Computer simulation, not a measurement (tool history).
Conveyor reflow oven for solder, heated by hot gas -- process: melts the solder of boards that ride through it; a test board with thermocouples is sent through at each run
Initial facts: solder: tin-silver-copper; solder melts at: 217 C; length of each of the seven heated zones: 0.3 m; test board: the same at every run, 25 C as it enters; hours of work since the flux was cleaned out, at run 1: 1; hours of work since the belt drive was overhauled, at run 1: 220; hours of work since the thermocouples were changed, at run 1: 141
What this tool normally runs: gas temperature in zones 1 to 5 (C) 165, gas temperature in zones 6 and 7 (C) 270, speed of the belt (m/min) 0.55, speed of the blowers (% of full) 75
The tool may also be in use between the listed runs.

| run | hour | gas temperature in zones 1 to 5 (C) | gas temperature in zones 6 and 7 (C) | speed of the belt (m/min) | speed of the blowers (% of full) | hours of work since the flux was cleaned out | hours of work since the belt drive was overhauled | hours of work since the thermocouples were changed | highest temperature of the board (C) | time above the solder's melting point (s) |
|---|---|---|---|---|---|---|---|---|---|---|
| 1 | 0 | 165 | 270 | 0.55 | 75 | 1 | 220 | 141 | 252.6 | 46.9 |
| 2 | 12.2 | 152 | 270 | 0.55 | 75 | 8 | 227 | 148 | 250.5 | 41.9 |
| 3 | 20 | 165 | 283 | 0.55 | 75 | 12 | 231 | 152 | 264 | 53.1 |
| 4 | 31.4 | 165 | 283 | 0.495 | 75 | 18 | 238 | 158 | 267.3 | 61.1 |
| 5 | 49.1 | 165 | 283 | 0.495 | 75 | 28 | 247 | 168 | 267.5 | 61.1 |
| 6 | 58.3 | 165 | 283 | 0.495 | 75 | 33 | 252 | 173 | 267.7 | 61.4 |
| 7 | 73.7 | 165 | 283 | 0.495 | 75 | 42 | 261 | 182 | 267.4 | 60.9 |
| 8 | 88.3 | 165 | 283 | 0.495 | 75 | 50 | 269 | 190 | 267.6 | 61 |
| 9 | 98.5 | 165 | 270 | 0.455 | 75 | 56 | 275 | 196 | 257.8 | 61.8 |
| 10 | 114.8 | 165 | 270 | 0.455 | 75 | 65 | 284 | 205 | 258.1 | 62 |
| 11 | 128 | 165 | 270 | 0.55 | 75 | 72 | 291 | 212 | 252.1 | 46.5 |
| 12 | 142.9 | 165 | 270 | 0.55 | 75 | 80 | 299 | 220 | 251.9 | 46.6 |
| 13 | 151.4 | 165 | 270 | 0.55 | 57 | 85 | 304 | 225 | 247.9 | 42.9 |
| 14 | 167.8 | 165 | 270 | 0.648 | 75 | 94 | 313 | 234 | 245.6 | 34.4 |
| 15 | 175.3 | 167 | 270 | 0.636 | 75 | 98 | 317 | 238 | 246.9 | 36.1 |
| 16 | 188.6 | 167 | 270 | 0.636 | 75 | 106 | 325 | 246 | 246.8 | 36.6 |
| 17 | 203.8 | 167 | 270 | 0.636 | 85 | 114 | 333 | 254 | 248.8 | 38.3 |
| 18 | 221.6 | 167 | 264 | 0.497 | 58 | 124 | 343 | 264 | 246.6 | 48 |
| 19 | 237.7 | 164 | 275 | 0.626 | 55 | 133 | 352 | 273 | 244.8 | 34.6 |
| 20 | 252.4 | 165 | 265 | 0.516 | 75 | 141 | 360 | 281 | 249.1 | 48.2 |
| 21 | 264.5 | 174 | 260 | 0.564 | 54 | 148 | 367 | 288 | 239 | 36.9 |
| 22 | 272.1 | 174 | 260 | 0.564 | 54 | 152 | 371 | 292 | 239.6 | 37.2 |

Run 23, settings as shown, results not yet in. Your forecast:
| 23 | 285.2 | 174 | 260 | 0.564 | 54 | 159 | 378 | 299 | ? | ? |

highest temperature of the board (C): 239.2
time above the solder's melting point (s): 36.7
Take away the tool's hidden state, keep the run-to-run variation as it was, and the same run would have given highest temperature of the board (C) 240.4, time above the solder's melting point (s) 37.6.
